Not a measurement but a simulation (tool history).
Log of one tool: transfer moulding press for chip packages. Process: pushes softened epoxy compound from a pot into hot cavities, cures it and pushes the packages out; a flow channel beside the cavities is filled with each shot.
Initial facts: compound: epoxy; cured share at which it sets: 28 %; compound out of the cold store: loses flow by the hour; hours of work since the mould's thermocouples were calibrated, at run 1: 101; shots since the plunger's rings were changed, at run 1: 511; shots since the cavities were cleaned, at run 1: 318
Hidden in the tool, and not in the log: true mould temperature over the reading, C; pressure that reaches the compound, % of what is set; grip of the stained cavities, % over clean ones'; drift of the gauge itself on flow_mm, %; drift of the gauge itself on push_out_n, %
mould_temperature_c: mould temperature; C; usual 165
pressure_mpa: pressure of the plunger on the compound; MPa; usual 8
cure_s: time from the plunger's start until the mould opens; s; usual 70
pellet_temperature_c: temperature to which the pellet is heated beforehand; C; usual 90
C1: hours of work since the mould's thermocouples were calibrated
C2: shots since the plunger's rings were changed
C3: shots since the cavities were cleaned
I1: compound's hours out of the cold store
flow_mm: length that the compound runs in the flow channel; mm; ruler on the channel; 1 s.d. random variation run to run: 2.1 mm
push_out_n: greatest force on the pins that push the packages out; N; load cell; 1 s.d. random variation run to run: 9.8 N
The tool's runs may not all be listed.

{"run": 1, "hour": 0.0, "mould_temperature_c": 165, "pressure_mpa": 8, "cure_s": 70, "pellet_temperature_c": 90, "C1": 101, "C2": 511, "C3": 318, "I1": 33.1, "flow_mm": 546, "push_out_n": 584}
{"run": 2, "hour": 18.7, "mould_temperature_c": 172, "pressure_mpa": 8, "cure_s": 70, "pellet_temperature_c": 90, "C1": 112, "C2": 803, "C3": 610, "I1": 24.5, "flow_mm": 556, "push_out_n": 519}
{"hour": 30.7, "done": "cavities cleaned with cleaning compound and waxed"}
{"run": 3, "hour": 30.7, "mould_temperature_c": 172, "pressure_mpa": 8, "cure_s": 70, "pellet_temperature_c": 90, "C1": 119, "C2": 966, "C3": 0, "I1": 42.7, "flow_mm": 509, "push_out_n": 341}
{"run": 4, "hour": 40.6, "mould_temperature_c": 172, "pressure_mpa": 8, "cure_s": 70, "pellet_temperature_c": 90, "C1": 125, "C2": 1119, "C3": 153, "I1": 36.1, "flow_mm": 523, "push_out_n": 391}
{"run": 5, "hour": 50.3, "mould_temperature_c": 172, "pressure_mpa": 8, "cure_s": 70, "pellet_temperature_c": 90, "C1": 130, "C2": 1271, "C3": 305, "I1": 29.6, "flow_mm": 542, "push_out_n": 443}
{"run": 6, "hour": 62.5, "mould_temperature_c": 172, "pressure_mpa": 8, "cure_s": 70, "pellet_temperature_c": 90, "C1": 138, "C2": 1462, "C3": 496, "I1": 11.9, "flow_mm": 587, "push_out_n": 508}
{"run": 7, "hour": 73.6, "mould_temperature_c": 165, "pressure_mpa": 8, "cure_s": 70, "pellet_temperature_c": 96, "C1": 144, "C2": 1634, "C3": 668, "I1": 15, "flow_mm": 586, "push_out_n": 694}
{"hour": 82.2, "done": "cavities cleaned with cleaning compound and waxed"}
{"run": 8, "hour": 87.9, "mould_temperature_c": 165, "pressure_mpa": 8, "cure_s": 70, "pellet_temperature_c": 96, "C1": 152, "C2": 1834, "C3": 90, "I1": 28.6, "flow_mm": 550, "push_out_n": 462}
{"run": 9, "hour": 104.0, "mould_temperature_c": 165, "pressure_mpa": 8, "cure_s": 70, "pellet_temperature_c": 96, "C1": 162, "C2": 2084, "C3": 340, "I1": 44.4, "flow_mm": 505, "push_out_n": 552}
{"run": 10, "hour": 123.3, "mould_temperature_c": 165, "pressure_mpa": 8, "cure_s": 70, "pellet_temperature_c": 96, "C1": 173, "C2": 2384, "C3": 640, "I1": 35.9, "flow_mm": 527, "push_out_n": 653}
{"hour": 134.5, "done": "cavities cleaned with cleaning compound and waxed"}
{"run": 11, "hour": 141.6, "mould_temperature_c": 165, "pressure_mpa": 7.8, "cure_s": 78, "pellet_temperature_c": 97, "C1": 183, "C2": 2646, "C3": 109, "I1": 8.9, "flow_mm": 588, "push_out_n": 430}
{"run": 12, "hour": 156.0, "mould_temperature_c": 165, "pressure_mpa": 7.8, "cure_s": 78, "pellet_temperature_c": 97, "C1": 192, "C2": 2871, "C3": 334, "I1": 27.6, "flow_mm": 535, "push_out_n": 488}
{"run": 13, "hour": 169.3, "mould_temperature_c": 160, "pressure_mpa": 8.85, "cure_s": 59, "pellet_temperature_c": 96, "C1": 200, "C2": 3078, "C3": 541, "I1": 10.9, "flow_mm": 628, "push_out_n": 1300}
{"hour": 186.1, "done": "cavities cleaned with cleaning compound and waxed"}
{"run": 14, "hour": 188.7, "mould_temperature_c": 165, "pressure_mpa": 7.37, "cure_s": 59, "pellet_temperature_c": 96, "C1": 211, "C2": 3358, "C3": 41, "I1": 37.3, "flow_mm": 502, "push_out_n": 579}
{"run": 15, "hour": 203.7, "mould_temperature_c": 159, "pressure_mpa": 6.87, "cure_s": 64, "pellet_temperature_c": 82, "C1": 219, "C2": 3591, "C3": 274, "I1": 29.7, "flow_mm": 504, "push_out_n": 988}
{"run": 16, "hour": 211.8, "mould_temperature_c": 165, "pressure_mpa": 8, "cure_s": 102, "pellet_temperature_c": 90, "C1": 224, "C2": 3717, "C3": 400, "I1": 35.3, "flow_mm": 521, "push_out_n": 438}
{"run": 17, "hour": 226.0, "mould_temperature_c": 165, "pressure_mpa": 8, "cure_s": 102, "pellet_temperature_c": 90, "C1": 233, "C2": 3939, "C3": 622, "I1": 36.3, "flow_mm": 517, "push_out_n": 505}
{"hour": 237.7, "done": "cavities cleaned with cleaning compound and waxed"}
{"run": 18, "hour": 242.1, "mould_temperature_c": 165, "pressure_mpa": 8, "cure_s": 103, "pellet_temperature_c": 90, "C1": 242, "C2": 4166, "C3": 69, "I1": 46.5, "flow_mm": 490, "push_out_n": 368}
{"run": 19, "hour": 250.3, "mould_temperature_c": 165, "pressure_mpa": 8, "cure_s": 103, "pellet_temperature_c": 90, "C1": 246, "C2": 4294, "C3": 197, "I1": 18.2, "flow_mm": 559, "push_out_n": 383}

Hidden state at the last listed run before each entry between runs and at the first one after, where it differs:
From run 2 to run 3: cavities cleaned with cleaning compound and waxed (hour 30.7)
  pressure that reaches the compound, % of what is set: 98.3 -> 97.98; grip of the stained cavities, % over clean ones': 56.5 -> 2.7
  the result without the hidden state subtracted from the measured one, flow_mm: -6 -> -6 mm; push_out_n: +188 -> +7 N
From run 7 to run 8: cavities cleaned with cleaning compound and waxed (hour 82.2)
  true mould temperature over the reading, C: 0.42 -> 0.43; pressure that reaches the compound, % of what is set: 96.65 -> 96.25; grip of the stained cavities, % over clean ones': 60.5 -> 13
  the result without the hidden state subtracted from the measured one, flow_mm: -11 -> -11 mm; push_out_n: +253 -> +44 N
From run 10 to run 11: cavities cleaned with cleaning compound and waxed (hour 134.5)
  true mould temperature over the reading, C: 0.45 -> 0.46; pressure that reaches the compound, % of what is set: 95.24 -> 94.7; grip of the stained cavities, % over clean ones': 56.7 -> 16.6
  the result without the hidden state subtracted from the measured one, flow_mm: -14 -> -17 mm; push_out_n: +226 -> +56 N
From run 13 to run 14: cavities cleaned with cleaning compound and waxed (hour 186.1)
  true mould temperature over the reading, C: 0.47 -> 0.48; pressure that reaches the compound, % of what is set: 93.87 -> 93.33; grip of the stained cavities, % over clean ones': 53.8 -> 6.2
  the result without the hidden state subtracted from the measured one, flow_mm: -21 -> -18 mm; push_out_n: +427 -> +16 N
From run 17 to run 18: cavities cleaned with cleaning compound and waxed (hour 237.7)
  true mould temperature over the reading, C: 0.5 -> 0.51; pressure that reaches the compound, % of what is set: 92.23 -> 91.79; grip of the stained cavities, % over clean ones': 55.4 -> 10.1
  the result without the hidden state subtracted from the measured one, flow_mm: -22 -> -23 mm; push_out_n: +179 -> +32 N
